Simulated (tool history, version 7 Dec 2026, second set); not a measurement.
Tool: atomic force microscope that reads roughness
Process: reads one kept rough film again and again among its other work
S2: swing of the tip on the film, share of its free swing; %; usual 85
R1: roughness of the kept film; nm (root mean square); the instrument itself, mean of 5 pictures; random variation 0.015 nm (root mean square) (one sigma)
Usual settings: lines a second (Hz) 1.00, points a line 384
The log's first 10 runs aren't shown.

run 11 hour=75.9 | lines_a_second_(Hz)=0.86 S2=85 points_a_line=384 | R1=3.374
run 12 hour=85.5 | lines_a_second_(Hz)=0.86 S2=85 points_a_line=384 | R1=3.332
run 13 hour=94.4 | lines_a_second_(Hz)=0.86 S2=85 points_a_line=267 | R1=3.243
run 14 hour=103.5 | lines_a_second_(Hz)=0.86 S2=85 points_a_line=267 | R1=3.206
run 15 hour=114.9 | lines_a_second_(Hz)=1.00 S2=85 points_a_line=716 | R1=3.195
run 16 hour=123.2 | lines_a_second_(Hz)=1.36 S2=85 points_a_line=716 | R1=3.004
run 17 hour=131.5 | lines_a_second_(Hz)=1.36 S2=85 points_a_line=716 | R1=3.013
run 18 hour=143.1 | lines_a_second_(Hz)=1.36 S2=85 points_a_line=716 | R1=2.942
-- hour=151.4 new tip fitted
run 19 hour=155.9 | lines_a_second_(Hz)=1.36 S2=85 points_a_line=716 | R1=3.460
run 20 hour=162.9 | lines_a_second_(Hz)=1.00 S2=78 points_a_line=384 | R1=3.661
run 21 hour=168.4 | lines_a_second_(Hz)=1.00 S2=89 points_a_line=384 | R1=3.432
run 22 hour=176.0 | lines_a_second_(Hz)=1.00 S2=89 points_a_line=395 | R1=3.373
run 23 hour=186.6 | lines_a_second_(Hz)=1.00 S2=85 points_a_line=384 | R1=3.446

Forecast run 24:
run 24 hour=193.3 | lines_a_second_(Hz)=0.61 S2=85 points_a_line=372 | R1=?

R1: 3.540 nm (root mean square)
Without the tool's hidden state the same run would have given R1 3.827 nm (root mean square).
